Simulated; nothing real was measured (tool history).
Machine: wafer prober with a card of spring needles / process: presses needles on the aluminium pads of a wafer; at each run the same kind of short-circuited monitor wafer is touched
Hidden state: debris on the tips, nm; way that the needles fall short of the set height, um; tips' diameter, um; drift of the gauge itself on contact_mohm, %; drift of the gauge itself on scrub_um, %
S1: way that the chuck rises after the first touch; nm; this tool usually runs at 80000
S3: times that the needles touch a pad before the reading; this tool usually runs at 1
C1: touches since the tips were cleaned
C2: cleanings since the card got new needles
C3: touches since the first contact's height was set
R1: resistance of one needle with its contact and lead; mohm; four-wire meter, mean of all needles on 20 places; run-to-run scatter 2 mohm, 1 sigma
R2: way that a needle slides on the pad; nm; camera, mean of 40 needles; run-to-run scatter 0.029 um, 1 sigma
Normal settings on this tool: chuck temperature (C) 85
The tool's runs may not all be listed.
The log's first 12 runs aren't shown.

At hour 567.2: tips cleaned on abrasive film.
Run 13, hour 576.3: usual settings but chuck temperature (C) 39; C1 2603; C2 34; C3 38555. Result: R1 204 mohm, R2 12850 nm.
At hour 590.1: tips cleaned on abrasive film.
Run 14, hour 606.8: usual settings; C1 4775; C2 35; C3 47228. Result: R1 216 mohm, R2 12870 nm.
At hour 612.2: tips cleaned on abrasive film.
At hour 634.8: tips cleaned on abrasive film.
Run 15, hour 641.6: usual settings but chuck temperature (C) 64; C1 1928; C2 37; C3 57081. Result: R1 212 mohm, R2 12840 nm.
At hour 658.4: tips cleaned on abrasive film.
Run 16, hour 673.4: usual settings but chuck temperature (C) 64; C1 4271; C2 38; C3 66127. Result: R1 212 mohm, R2 12780 nm.
At hour 681.5: tips cleaned on abrasive film.
At hour 703.2: tips cleaned on abrasive film.
At hour 717.1: gauge calibrated.
Run 17, hour 723.6: usual settings but S1 76000 nm, S3 3; C1 5805; C2 40; C3 80391. Result: R1 214 mohm, R2 12370 nm.
At hour 727.9: tips cleaned on abrasive film.
At hour 752.2: tips cleaned on abrasive film.
Run 18, hour 752.2: usual settings but S1 76000 nm, S3 3; C1 0; C2 42; C3 88501. Result: R1 218 mohm, R2 12330 nm.
At hour 778.6: tips cleaned on abrasive film.
Run 19, hour 786.1: usual settings but S1 97000 nm, S3 2; C1 2137; C2 43; C3 98123. Result: R1 214 mohm, R2 15790 nm.
At hour 800.9: tips cleaned on abrasive film.
At hour 822.3: tips cleaned on abrasive film.
Run 20, hour 822.4: usual settings but S1 81000 nm, S3 2; C1 48; C2 45; C3 108447. Result: R1 214 mohm, R2 13140 nm.
At hour 845.3: tips cleaned on abrasive film.
Run 21, hour 863.7: usual settings but chuck temperature (C) 63, S3 3; C1 5260; C2 46; C3 120190. Result: R1 210 mohm, R2 13000 nm.
At hour 869.0: tips cleaned on abrasive film.
At hour 891.4: tips cleaned on abrasive film.
Run 22, hour 891.4: usual settings but S1 61000 nm, chuck temperature (C) 42; C1 0; C2 48; C3 128042. Result: R1 212 mohm, R2 9890 nm.
At hour 913.3: tips cleaned on abrasive film.
Run 23, hour 929.7: usual settings but S1 61000 nm, chuck temperature (C) 42; C1 4664; C2 49; C3 138919. Result: R1 210 mohm, R2 9870 nm.
At hour 935.0: tips cleaned on abrasive film.
At hour 957.9: tips cleaned on abrasive film.
Run 24, hour 961.3: usual settings but S1 61000 nm, chuck temperature (C) 42; C1 975; C2 51; C3 147896. Result: R1 210 mohm, R2 9850 nm.
At hour 980.7: tips cleaned on abrasive film.
At hour 1002.0: tips cleaned on abrasive film.
Run 25, hour 1002.0: usual settings but S1 61000 nm, chuck temperature (C) 42; C1 0; C2 53; C3 159449. Result: R1 212 mohm, R2 9840 nm.
At hour 1025.6: tips cleaned on abrasive film.
At hour 1047.6: tips cleaned on abrasive film.
Run 26, hour 1065.8: usual settings but S1 83000 nm, chuck temperature (C) 40, S3 3; C1 5190; C2 55; C3 177583. Result: R1 202 mohm, R2 13390 nm.
At hour 1069.8: tips cleaned on abrasive film.
At hour 1094.2: tips cleaned on abrasive film.
At hour 1116.0: tips cleaned on abrasive film.
At hour 1121.6: height of the first contact set anew.
Run 27, hour 1123.2: usual settings but chuck temperature (C) 76, S3 2; C1 1941; C2 58; C3 441. Result: R1 212 mohm, R2 12950 nm.
At hour 1139.4: tips cleaned on abrasive film.
At hour 1165.4: tips cleaned on abrasive film.
Run 28, hour 1167.9: usual settings but chuck temperature (C) 76, S3 2; C1 725; C2 60; C3 13149. Result: R1 218 mohm, R2 12880 nm.
At hour 1189.1: tips cleaned on abrasive film.
Run 29, hour 1196.4: usual settings but chuck temperature (C) 76, S3 2; C1 2072; C2 61; C3 21238. Result: R1 206 mohm, R2 12900 nm.
At hour 1215.1: tips cleaned on abrasive film.
At hour 1238.5: tips cleaned on abrasive film.
Run 30, hour 1238.5: usual settings but S1 76000 nm, chuck temperature (C) 27; C1 0; C2 63; C3 33201. Result: R1 206 mohm, R2 12260 nm.

Below are 5 alternative next runs, each starting from the tool's condition after run 30. Predict each:
At hour 1260.4: tips cleaned on abrasive film.
Run A, hour 1278.4: usual settings; C1 5146; C2 64; C3 44563. Result: R1 ?, R2 ?.
At hour 1260.4: tips cleaned on abrasive film.
Run B, hour 1278.4: usual settings but S1 77000 nm; C1 5146; C2 64; C3 44563. Result: R1 ?, R2 ?.
At hour 1260.4: tips cleaned on abrasive film.
Run C, hour 1278.4: usual settings but S1 69000 nm, chuck temperature (C) 26; C1 5146; C2 64; C3 44563. Result: R1 ?, R2 ?.
At hour 1260.4: tips cleaned on abrasive film.
Run D, hour 1278.4: usual settings; C1 5146; C2 64; C3 44563. Result: R1 ?, R2 ?.
At hour 1260.4: tips cleaned on abrasive film.
Run E, hour 1278.4: usual settings but S1 63000 nm, chuck temperature (C) 118; C1 5146; C2 64; C3 44563. Result: R1 ?, R2 ?.

run   R1     R2
  A  220  12840
  B  219  12340
  C  204  11120
  D  216  12880
  E  228  10150
With no hidden state in the tool, these same runs would have given:
run   R1     R2
  A  219  12990
  B  218  12480
  C  204  11250
  D  216  13030
  E  228  10260

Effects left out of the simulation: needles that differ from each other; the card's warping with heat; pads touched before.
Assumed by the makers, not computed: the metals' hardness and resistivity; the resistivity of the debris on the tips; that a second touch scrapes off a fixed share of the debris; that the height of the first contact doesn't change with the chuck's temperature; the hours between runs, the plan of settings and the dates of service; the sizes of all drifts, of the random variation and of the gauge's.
